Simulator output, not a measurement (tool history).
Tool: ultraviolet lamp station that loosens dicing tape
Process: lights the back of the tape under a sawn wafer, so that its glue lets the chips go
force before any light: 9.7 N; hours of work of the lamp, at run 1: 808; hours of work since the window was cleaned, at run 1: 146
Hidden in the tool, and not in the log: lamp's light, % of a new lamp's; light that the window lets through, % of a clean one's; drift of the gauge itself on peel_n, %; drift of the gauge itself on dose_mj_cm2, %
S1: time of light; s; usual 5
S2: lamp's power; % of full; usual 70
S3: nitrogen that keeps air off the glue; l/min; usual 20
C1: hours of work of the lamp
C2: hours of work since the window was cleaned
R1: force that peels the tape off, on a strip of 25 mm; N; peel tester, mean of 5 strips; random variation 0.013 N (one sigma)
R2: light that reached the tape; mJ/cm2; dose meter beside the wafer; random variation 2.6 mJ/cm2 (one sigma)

run	day	S1	S2	S3	C1	C2	R1	R2
1	0.000	5	70	20	808	146	1.150	258
2	2.879	5	70	20	844	182	1.194	248
3	4.504	5	70	20	864	203	1.202	247
4	7.342	5	70	20	900	238	1.280	234
# day 9.204: window cleaned of glue's vapour
5	9.304	5	70	20	925	1	1.334	230
6	10.729	5	70	20	943	19	1.402	227
7	12.529	5	70	20	965	42	1.469	219
8	14.629	5	70	20	992	68	1.502	223
9	16.588	5	70	20	1016	93	1.561	218
# day 16.879: window cleaned of glue's vapour, once more
10	18.958	7	70	20	1046	26	0.571	345
11	21.667	8	70	20	1080	60	0.424	388
12	24.029	4	62	11	1110	90	2.798	169
13	26.712	7	86	6	1143	124	0.706	396
14	28.583	7	86	6	1167	147	0.780	393
15	30.862	3	86	6	1196	176	3.255	165
16	33.138	3	86	6	1224	205	3.389	163
17	34.729	5	80	17	1244	225	1.311	246
18	36.371	2	70	37	1265	245	4.447	83

Hidden state at the last listed run before each entry between runs and at the first one after, where it differs:
Between runs 4 and 5: window cleaned of glue's vapour (day 9.204)
  lamp's light, % of a new lamp's: 77.9 -> 77.3; light that the window lets through, % of a clean one's: 91.7 -> 88.9
  measured less the result without the state, R1: +0.689 -> +0.760 N; R2: -96 -> -105 mJ/cm2
Between runs 9 and 10: window cleaned of glue's vapour, once more (day 16.879)
  lamp's light, % of a new lamp's: 75.1 -> 74.5; light that the window lets through, % of a clean one's: 85.6 -> 98.9
  measured less the result without the state, R1: +0.964 -> +0.337 N; R2: -121 -> -124 mJ/cm2

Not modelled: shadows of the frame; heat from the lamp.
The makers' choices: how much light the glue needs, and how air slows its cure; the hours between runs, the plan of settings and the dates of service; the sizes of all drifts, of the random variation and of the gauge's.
